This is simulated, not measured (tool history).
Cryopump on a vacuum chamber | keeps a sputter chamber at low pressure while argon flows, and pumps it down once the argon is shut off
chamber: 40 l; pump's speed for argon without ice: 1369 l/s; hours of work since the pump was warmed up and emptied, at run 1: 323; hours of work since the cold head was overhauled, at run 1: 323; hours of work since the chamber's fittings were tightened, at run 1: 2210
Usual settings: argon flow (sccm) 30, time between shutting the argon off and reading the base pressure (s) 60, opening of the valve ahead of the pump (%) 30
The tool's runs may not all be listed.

run	hour	argon flow (sccm)	time between shutting the argon off and reading the base pressure (s)	opening of the valve ahead of the pump (%)	hours of work since the pump was warmed up and emptied	hours of work since the cold head was overhauled	hours of work since the chamber's fittings were tightened	pressure while argon flows (Pa)	pressure after the wait (uPa)
1	0.0	30	60	30	323	323	2210	0.1280	2.83
2	17.8	30	60	30	331	331	2218	0.1269	2.85
3	46.7	30	60	30	344	344	2231	0.1265	2.79
4	60.8	30	60	30	350	350	2238	0.1272	2.87
5	88.4	30	95	30	363	363	2250	0.1284	2.46
6	114.4	30	243	30	375	375	2262	0.1278	2.16
7	126.4	16	243	30	380	380	2268	0.0686	2.18
8	138.2	16	243	30	386	386	2273	0.0689	2.17
# hour 162.4: pump warmed up, emptied and cooled again
9	166.6	16	243	30	2	396	2284	0.0663	1.96
10	186.9	16	243	30	11	406	2293	0.0655	1.91
11	209.7	16	243	30	22	416	2303	0.0660	1.99
12	231.3	16	243	30	31	426	2313	0.0665	1.93
13	259.3	16	124	30	44	439	2326	0.0662	2.23
14	276.8	16	124	30	52	447	2334	0.0665	2.32
15	301.9	16	124	30	64	458	2345	0.0657	2.28
16	318.3	16	124	30	71	466	2353	0.0662	2.26
17	334.7	16	124	30	79	473	2360	0.0665	2.26
18	363.3	16	124	17	92	486	2373	0.1166	2.31
19	376.6	16	124	17	98	492	2379	0.1158	2.31
20	400.1	16	124	17	108	503	2390	0.1162	2.36
21	413.7	17	60	30	115	509	2396	0.0701	2.79
22	433.2	30	292	30	124	518	2405	0.1259	2.02
23	448.2	18	60	16	130	525	2412	0.1407	2.78
24	472.7	18	161	16	142	536	2423	0.1412	2.23
25	495.9	18	161	16	152	547	2434	0.1404	2.29
26	518.0	18	161	47	162	557	2444	0.0483	2.27
27	530.1	37	45	16	168	562	2449	0.2866	3.20
28	547.9	35	45	16	176	570	2457	0.2727	3.11
29	569.4	26	60	19	186	580	2467	0.1714	2.91
30	589.7	26	60	17	195	589	2477	0.1902	2.85
31	602.6	26	60	17	201	595	2482	0.1919	2.86
32	618.9	24	76	16	208	603	2490	0.1870	2.59
33	635.0	24	76	58	216	610	2497	0.0538	2.72
34	655.2	24	76	58	225	619	2506	0.0540	2.73

Forecast each of these 4 alternatives for the next run:
A	678.2	30	60	24	235	630	2517	?	?
B	678.2	32	70	33	235	630	2517	?	?
C	678.2	33	93	38	235	630	2517	?	?
D	678.2	19	37	16	235	630	2517	?	?

run	pressure while argon flows (Pa)	pressure after the wait (uPa)
A	0.1580	2.98
B	0.1234	2.78
C	0.1105	2.61
D	0.1492	3.48
Without the tool's hidden state the same runs would have given:
run	pressure while argon flows (Pa)	pressure after the wait (uPa)
A	0.1547	1.13
B	0.1199	0.99
C	0.1069	0.81
D	0.1471	1.69

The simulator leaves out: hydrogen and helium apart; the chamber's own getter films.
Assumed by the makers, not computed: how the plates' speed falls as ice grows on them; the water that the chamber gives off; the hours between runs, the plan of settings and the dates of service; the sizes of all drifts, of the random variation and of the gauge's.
